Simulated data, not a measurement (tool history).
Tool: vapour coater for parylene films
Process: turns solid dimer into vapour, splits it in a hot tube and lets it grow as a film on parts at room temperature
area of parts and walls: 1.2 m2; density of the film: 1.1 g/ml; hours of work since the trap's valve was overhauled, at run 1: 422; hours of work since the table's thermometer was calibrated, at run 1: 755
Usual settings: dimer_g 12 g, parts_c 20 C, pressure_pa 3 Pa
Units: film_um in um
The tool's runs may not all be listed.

run     day  dimer_g  parts_c  pressure_pa  hours of work since the trap's valve was overhauled  hours of work since the table's thermometer was calibrated  film_um
  1       0       12       20            3                                                  422                                                         755     7.18
  2   1.992       12       20         2.26                                                  452                                                         785     7.49
  3   3.175       12       20         2.26                                                  470                                                         803      7.5
  4   5.171       12       20         4.72                                                  501                                                         833      6.4
  5   6.575       12       20         4.72                                                  522                                                         855     6.32
  6   8.625        8       20            3                                                  553                                                         886     4.64
      9.517  -- trap's valve overhauled
  7   9.921        8       20            3                                                    6                                                         903      5.1
  8  11.575       12       20            3                                                   31                                                         928     7.55
  9  12.767       12       20            3                                                   49                                                         946      7.5
 10  13.983       12       20            3                                                   68                                                         964     7.47
 11   15.45       12       20            3                                                   90                                                         987     7.53
 12  16.417       12       20            3                                                  105                                                        1001     7.41
 13  17.467       12       20            3                                                  121                                                        1017     7.55
 14  18.933       12       20            3                                                  143                                                        1039     7.57
 15  21.075       15       20            3                                                  175                                                        1072     9.22
 16    22.7       12       20            3                                                  200                                                        1096     7.34
 17    23.9       12       20            3                                                  218                                                        1115     7.45
 18  25.217        5       20            3                                                  238                                                        1135      3.1
 19  26.117       12       20            3                                                  252                                                        1148     7.26
 20  27.521       12       20            3                                                  273                                                        1170      7.3
 21  29.188       12       20            3                                                  298                                                        1195     7.25
 22  31.129       12       20            3                                                  328                                                        1224     7.25
 23  32.921       12       20         5.47                                                  355                                                        1251     6.26
 24  34.258        9       26         3.16                                                  375                                                        1272     4.07
 25  35.792        9       26         3.16                                                  398                                                        1295     4.01
 26  37.804       12       26         3.16                                                  429                                                        1325     5.22
 27  39.679        8       32         2.25                                                  457                                                        1354     2.84
      40.05  -- table's thermometer calibrated
 28  41.021       21       30        11.97                                                  477                                                          15     6.18
 29  43.083       21       30        11.97                                                  508                                                          46     6.07
 30  45.188        9       15         2.93                                                  540                                                          78     6.02
     46.954  -- trap's valve overhauled
 31  47.262        7       14         2.16                                                    5                                                         107     5.17
 32  48.908       12       20         2.29                                                   30                                                         132     8.26
 33  50.654       21       20         3.91                                                   56                                                         158    12.68
 34  52.283       10       18            3                                                   81                                                         183     7.02
 35  53.592       10       18            3                                                  101                                                         203     7.12
 36  54.525       10       18            3                                                  115                                                         217     7.06
 37  56.192       10       18            3                                                  140                                                         242        7
 38  58.046       10       18            3                                                  168                                                         270     7.05
 39    59.6       16       16         6.69                                                  192                                                         294    10.31
 40  61.596       14       19         8.53                                                  222                                                         324     7.46
 41  63.621       11       18        11.58                                                  253                                                         355     5.78
 42  64.875       11       18        11.58                                                  272                                                         374     5.72
 43  66.254       15       29            4                                                  293                                                         395     5.72
 44  67.946       15       29            4                                                  318                                                         420     5.79
 45  69.042       12       28            3                                                  335                                                         437     5.12
 46   70.35        6       16         2.31                                                  355                                                         457     4.19

Hidden state at the last listed run before each entry between runs and at the first one after, where it differs:
Between runs 6 and 7: trap's valve overhauled (day 9.517)
  vapour lost through the trap's worn valve, %: 9.3 -> 0.3; true temperature of the parts over the reading, C: 0.64 -> 0.65
  measured less the result without the state, film_um: -0.63 -> -0.18 um
Between runs 27 and 28: table's thermometer calibrated (day 40.05)
  vapour lost through the trap's worn valve, %: 7.5 -> 7.8; true temperature of the parts over the reading, C: 0.96 -> 0.04
  measured less the result without the state, film_um: -0.37 -> -0.54 um
Between runs 30 and 31: trap's valve overhauled (day 46.954)
  vapour lost through the trap's worn valve, %: 8.8 -> 0.3; true temperature of the parts over the reading, C: 0.08 -> 0.1
  measured less the result without the state, film_um: -0.59 -> -0.01 um

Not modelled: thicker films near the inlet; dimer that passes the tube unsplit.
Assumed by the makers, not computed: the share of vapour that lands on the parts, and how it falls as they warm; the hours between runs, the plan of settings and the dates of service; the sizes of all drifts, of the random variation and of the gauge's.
